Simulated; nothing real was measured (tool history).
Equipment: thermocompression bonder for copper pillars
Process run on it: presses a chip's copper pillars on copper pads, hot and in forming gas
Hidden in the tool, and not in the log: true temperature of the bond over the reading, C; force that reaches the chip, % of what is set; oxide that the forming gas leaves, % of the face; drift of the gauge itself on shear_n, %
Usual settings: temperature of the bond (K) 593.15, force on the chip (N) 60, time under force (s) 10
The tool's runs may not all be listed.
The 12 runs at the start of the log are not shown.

run,hour,temperature of the bond (K),force on the chip (N),time under force (s),hours of work since the heater was calibrated,hours of work since the force cell was calibrated,hours of work since the gas filter was changed,force that shears a chip off (N)
13,475.1,593.15,60,10,829,1480,147,29.1
14,508.5,593.15,60,10,855,1506,173,29.8
# hour 519.8: heater calibrated with a thermocouple chip
15,541.2,593.15,60,10,17,1531,197,33.5
# hour 580.2: forming gas filter changed
16,590.9,576.15,44,22,56,1570,8,32.4
17,624.2,576.15,44,22,82,1596,35,32.6
18,646,576.15,60,22,99,1613,52,37.6
19,698.6,581.15,64,10,141,1655,93,31.3
20,748.2,593.15,50,24,180,1694,133,41.4
21,790.2,593.15,75,25,213,1727,166,50.2
22,835.1,577.15,84,10,248,1762,201,33.1
# hour 869.4: forming gas filter changed
23,885.6,577.15,74,9,288,1802,13,30.8
24,911,581.15,60,17,308,1822,33,36.1
25,960.5,588.15,49,17,347,1861,72,34.4
26,1005.3,593.15,60,12,382,1896,107,35.4
27,1031.4,593.15,60,12,403,1917,128,34.6
28,1082.4,593.15,60,12,443,1957,168,34.1
# hour 1119.7: force cell calibrated
29,1136.4,593.15,60,12,485,13,210,34.6
# hour 1160.5: forming gas filter changed
30,1182.9,593.15,60,12,521,50,18,36.8

5 options for the next run, each taken on its own from the tool as it stands now. Forecast them:
A,1227.6,571.15,64,12,556,85,53,?
B,1227.6,572.15,37,10,556,85,53,?
C,1227.6,593.15,69,10,556,85,53,?
D,1227.6,612.15,52,15,556,85,53,?
E,1227.6,576.15,45,22,556,85,53,?

run,force that shears a chip off (N)
A,27.8
B,19.1
C,36.6
D,44.3
E,30.5
Without the tool's hidden state the same runs would have given:
run,force that shears a chip off (N)
A,31.2
B,21.7
C,40.4
D,48.3
E,34.2
